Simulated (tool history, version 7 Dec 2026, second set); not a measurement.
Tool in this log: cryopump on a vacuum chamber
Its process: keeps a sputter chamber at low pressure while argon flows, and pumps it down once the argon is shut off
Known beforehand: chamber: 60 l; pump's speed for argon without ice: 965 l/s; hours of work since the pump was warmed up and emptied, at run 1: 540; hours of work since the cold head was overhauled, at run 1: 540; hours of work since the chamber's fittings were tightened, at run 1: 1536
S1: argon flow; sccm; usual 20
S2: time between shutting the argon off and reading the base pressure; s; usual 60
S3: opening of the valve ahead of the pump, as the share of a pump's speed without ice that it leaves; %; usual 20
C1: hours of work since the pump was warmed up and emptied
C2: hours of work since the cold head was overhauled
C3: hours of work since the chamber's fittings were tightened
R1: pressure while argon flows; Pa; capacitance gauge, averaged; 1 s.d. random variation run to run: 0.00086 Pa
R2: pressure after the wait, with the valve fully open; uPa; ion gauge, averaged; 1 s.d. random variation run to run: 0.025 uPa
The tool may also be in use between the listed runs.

run     day  S1   S2  S3   C1   C2    C3      R1    R2
  1   0.000  20   60  20  540  540  1536  0.1829  4.19
  2   0.500  20   60  20  550  550  1546  0.1843  4.23
  3   1.067  20   60  20  561  561  1557  0.1847  4.35
  4   1.883  20   60  20  577  577  1573  0.1858  4.31
  5   2.862  20   60  21  596  596  1592  0.1771  4.41
  6   3.383  20   60  21  606  606  1602  0.1775  4.46
  7   4.458  27   60  20  627  627  1623  0.2500  4.58
  8   5.442  27   60  20  646  646  1642  0.2519  4.52
  9   6.079  27   60  20  659  659  1655  0.2511  4.60
 10   6.708  20  179  17  671  671  1667  0.2177  4.27
 11   7.692  20  179  17  690  690  1686  0.2185  4.21
 12   8.412  20   86  20  704  704  1700  0.1867  4.55
 13   9.442  11  103  18  725  725  1720  0.1141  4.58
 14  10.208  11  103  18  740  740  1735  0.1149  4.70
 15  11.188  11  103  18  759  759  1754  0.1139  4.78

Consider 4 possible next runs. They are alternatives, not a sequence: every one starts from the tool as it was left by run 15. What does each give?
  A  11.879  20  103  40  772  772  1768   ?   ?
  B  11.879  25  177  49  772  772  1768   ?   ?
  C  11.879   9  103  28  772  772  1768   ?   ?
  D  11.879   8   60  32  772  772  1768   ?   ?

run      R1    R2
  A  0.1012  4.66
  B  0.1070  4.68
  C  0.0625  4.81
  D  0.0491  5.19
Without the tool's hidden state the same runs would have given:
run      R1    R2
  A  0.0871  0.69
  B  0.0892  0.56
  C  0.0562  0.73
  D  0.0434  1.06

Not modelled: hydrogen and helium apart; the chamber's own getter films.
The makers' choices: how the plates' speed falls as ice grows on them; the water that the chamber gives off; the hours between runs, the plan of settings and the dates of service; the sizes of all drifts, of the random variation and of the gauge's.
